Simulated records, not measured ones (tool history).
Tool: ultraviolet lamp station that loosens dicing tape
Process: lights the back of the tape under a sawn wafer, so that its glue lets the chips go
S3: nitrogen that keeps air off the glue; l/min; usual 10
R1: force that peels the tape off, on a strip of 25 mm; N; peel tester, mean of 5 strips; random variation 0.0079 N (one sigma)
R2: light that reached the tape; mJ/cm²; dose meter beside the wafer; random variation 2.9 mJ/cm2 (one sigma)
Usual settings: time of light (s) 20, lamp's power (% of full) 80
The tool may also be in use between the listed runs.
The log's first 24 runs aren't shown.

{"run": 25, "hour": 195.7, "time of light (s)": 20, "lamp's power (% of full)": 62, "S3": 10, "R1": 0.642, "R2": 300}
{"run": 26, "hour": 205.6, "time of light (s)": 10, "lamp's power (% of full)": 84, "S3": 3, "R1": 2.658, "R2": 204}
{"run": 27, "hour": 212.2, "time of light (s)": 15, "lamp's power (% of full)": 77, "S3": 6, "R1": 1.018, "R2": 282}
{"run": 28, "hour": 222.7, "time of light (s)": 15, "lamp's power (% of full)": 77, "S3": 6, "R1": 1.049, "R2": 277}
{"run": 29, "hour": 233.6, "time of light (s)": 40, "lamp's power (% of full)": 69, "S3": 6, "R1": 0.17, "R2": 668}
{"run": 30, "hour": 245.3, "time of light (s)": 40, "lamp's power (% of full)": 69, "S3": 6, "R1": 0.18, "R2": 660}
{"run": 31, "hour": 253.2, "time of light (s)": 40, "lamp's power (% of full)": 69, "S3": 6, "R1": 0.173, "R2": 665}
{"run": 32, "hour": 263.6, "time of light (s)": 32, "lamp's power (% of full)": 69, "S3": 4, "R1": 0.325, "R2": 530}
{"run": 33, "hour": 270.5, "time of light (s)": 32, "lamp's power (% of full)": 69, "S3": 4, "R1": 0.335, "R2": 530}
{"run": 34, "hour": 281.2, "time of light (s)": 23, "lamp's power (% of full)": 75, "S3": 3, "R1": 0.737, "R2": 410}
{"run": 35, "hour": 288.8, "time of light (s)": 10, "lamp's power (% of full)": 80, "S3": 12, "R1": 1.423, "R2": 196}
{"run": 36, "hour": 296.8, "time of light (s)": 10, "lamp's power (% of full)": 80, "S3": 3, "R1": 2.745, "R2": 192}
{"run": 37, "hour": 304.5, "time of light (s)": 20, "lamp's power (% of full)": 97, "S3": 5, "R1": 0.374, "R2": 465}
{"run": 38, "hour": 310.3, "time of light (s)": 20, "lamp's power (% of full)": 97, "S3": 5, "R1": 0.379, "R2": 462}
{"run": 39, "hour": 319.4, "time of light (s)": 20, "lamp's power (% of full)": 97, "S3": 5, "R1": 0.383, "R2": 462}
{"run": 40, "hour": 329.3, "time of light (s)": 31, "lamp's power (% of full)": 77, "S3": 4, "R1": 0.29, "R2": 565}
{"run": 41, "hour": 337.1, "time of light (s)": 31, "lamp's power (% of full)": 77, "S3": 4, "R1": 0.286, "R2": 570}
{"run": 42, "hour": 342.0, "time of light (s)": 11, "lamp's power (% of full)": 64, "S3": 7, "R1": 2.283, "R2": 169}
{"run": 43, "hour": 352.6, "time of light (s)": 12, "lamp's power (% of full)": 91, "S3": 4, "R1": 1.491, "R2": 256}

3 ways to go on from here, each from the tool as it stands after run 43. What would each give?
{"run": "A", "hour": 359.6, "time of light (s)": 21, "lamp's power (% of full)": 89, "S3": 18, "R1": "?", "R2": "?"}
{"run": "B", "hour": 359.6, "time of light (s)": 25, "lamp's power (% of full)": 80, "S3": 10, "R1": "?", "R2": "?"}
{"run": "C", "hour": 359.6, "time of light (s)": 12, "lamp's power (% of full)": 65, "S3": 9, "R1": "?", "R2": "?"}

run=A R1=0.223 R2=430
run=B R1=0.24 R2=469
run=C R1=1.747 R2=182
Without the tool's hidden state the same runs would have given:
run=A R1=0.196 R2=476
run=B R1=0.205 R2=518
run=C R1=1.476 R2=202
